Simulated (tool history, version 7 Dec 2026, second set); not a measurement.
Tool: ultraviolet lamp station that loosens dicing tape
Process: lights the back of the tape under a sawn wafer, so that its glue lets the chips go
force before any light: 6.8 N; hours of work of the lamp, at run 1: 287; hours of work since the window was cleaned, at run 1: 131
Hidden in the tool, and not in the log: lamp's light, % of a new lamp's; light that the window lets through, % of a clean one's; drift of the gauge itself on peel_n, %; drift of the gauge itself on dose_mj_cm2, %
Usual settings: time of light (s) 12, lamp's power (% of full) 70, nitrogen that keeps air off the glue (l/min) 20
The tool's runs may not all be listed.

run,hour,time of light (s),lamp's power (% of full),nitrogen that keeps air off the glue (l/min),hours of work of the lamp,hours of work since the window was cleaned,force that peels the tape off (N),light that reached the tape (J/m2)
1,0,12,70,20,287,131,1.227,1750
2,10.8,18,70,20,294,138,0.599,2610
3,18,10,70,20,299,143,1.574,1430
4,28.3,10,70,20,305,150,1.6,1420
5,33.8,14,70,20,309,153,0.941,1980
6,39.8,14,94,20,313,157,0.564,2670
7,47.8,14,94,20,318,162,0.552,2650
8,55.4,14,94,20,323,167,0.608,2620
9,61.7,14,94,20,327,171,0.577,2610
# hour 62.8: window cleaned of glue's vapour
10,68.2,14,94,20,331,4,0.677,2420
11,75.5,12,70,20,335,8,1.468,1520
12,85.1,21,70,6,342,14,0.901,2670
13,94.9,9,68,6,348,21,2.806,1130
14,103.2,6,68,38,353,26,3.037,730
15,109.2,6,68,38,357,30,2.994,670
# hour 117.6: window cleaned of glue's vapour, once more
16,120.5,12,90,16,364,2,0.721,2400
17,132.1,12,81,16,372,9,0.841,2170
18,142,19,78,16,378,16,0.42,3290
19,152.5,10,69,10,385,23,1.842,1500
20,163.9,12,75,10,392,30,1.257,1980
21,174.5,23,77,13,399,37,0.34,3840
22,183.7,23,77,13,405,43,0.339,3770

5 ways to go on from here, each from the tool as it stands after run 22. What would each give?
A,195.1,12,98,20,412,50,?,?
B,195.1,22,73,13,412,50,?,?
C,195.1,12,83,20,412,50,?,?
D,195.1,12,81,20,412,50,?,?
E,195.1,7,77,13,412,50,?,?

run,force that peels the tape off (N),light that reached the tape (J/m2)
A,0.61,2530
B,0.421,3390
C,0.85,2130
D,0.917,2100
E,2.267,1160
Without the tool's hidden state the same runs would have given:
run,force that peels the tape off (N),light that reached the tape (J/m2)
A,0.435,3030
B,0.315,4070
C,0.61,2560
D,0.663,2520
E,1.845,1390
